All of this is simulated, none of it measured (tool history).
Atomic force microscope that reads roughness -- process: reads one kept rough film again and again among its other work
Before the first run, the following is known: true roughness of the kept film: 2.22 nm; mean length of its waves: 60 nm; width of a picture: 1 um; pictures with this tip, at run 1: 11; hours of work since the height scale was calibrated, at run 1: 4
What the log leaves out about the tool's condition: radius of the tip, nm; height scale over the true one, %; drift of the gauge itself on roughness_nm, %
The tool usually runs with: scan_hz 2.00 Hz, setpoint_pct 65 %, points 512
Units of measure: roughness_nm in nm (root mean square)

run	day	scan_hz	setpoint_pct	points	pictures with this tip	hours of work since the height scale was calibrated	roughness_nm
1	0.000	2.00	65	512	11	4	2.064
2	0.379	2.00	65	512	25	9	2.066
3	0.729	2.00	65	512	39	14	2.029
4	1.162	2.00	65	512	56	20	2.021
5	1.575	2.00	65	374	72	26	2.010
6	1.917	2.00	65	374	85	31	2.010
7	2.321	2.00	69	374	101	37	1.969
8	2.567	2.00	65	928	111	40	1.991
9	2.796	2.00	65	928	119	44	1.982
10	3.092	2.00	65	601	131	48	1.969
11	3.408	2.00	65	512	143	52	1.983
12	3.733	1.36	65	512	156	57	1.992
13	4.067	2.00	67	512	169	62	1.938
14	4.404	2.00	65	266	182	66	1.938
15	4.775	2.00	65	266	197	72	1.937
16	5.233	2.00	62	402	214	78	1.953
17	5.633	2.00	62	402	230	84	1.931
# day 5.800: new tip fitted
18	6.000	2.00	62	402	7	89	2.065
19	6.254	3.87	56	965	17	92	2.052
20	6.604	2.00	69	1018	31	97	2.031
21	7.029	2.00	63	1018	47	103	2.036
22	7.262	0.56	86	925	56	107	2.048
23	7.467	0.56	86	925	64	110	2.023
24	7.808	0.56	86	925	78	114	2.025
25	8.258	0.56	77	925	95	121	2.052
26	8.658	2.36	77	844	111	126	1.880
27	8.946	2.77	65	804	122	131	1.966
28	9.212	2.77	65	804	132	134	1.931

Consider 5 possible next runs. They are alternatives, not a sequence: every one starts from the tool as it was left by run 28. What does each give?
A	9.525	3.87	88	383	144	139	?
B	9.525	2.77	65	758	144	139	?
C	9.525	2.00	85	512	144	139	?
D	9.525	2.00	80	512	144	139	?
E	9.525	2.00	75	512	144	139	?

run	roughness_nm
A	1.568
B	1.940
C	1.828
D	1.870
E	1.890
The same runs, with their run-to-run variation unchanged, on a tool lacking any hidden condition would have given:
run	roughness_nm
A	1.635
B	2.024
C	1.906
D	1.951
E	1.972

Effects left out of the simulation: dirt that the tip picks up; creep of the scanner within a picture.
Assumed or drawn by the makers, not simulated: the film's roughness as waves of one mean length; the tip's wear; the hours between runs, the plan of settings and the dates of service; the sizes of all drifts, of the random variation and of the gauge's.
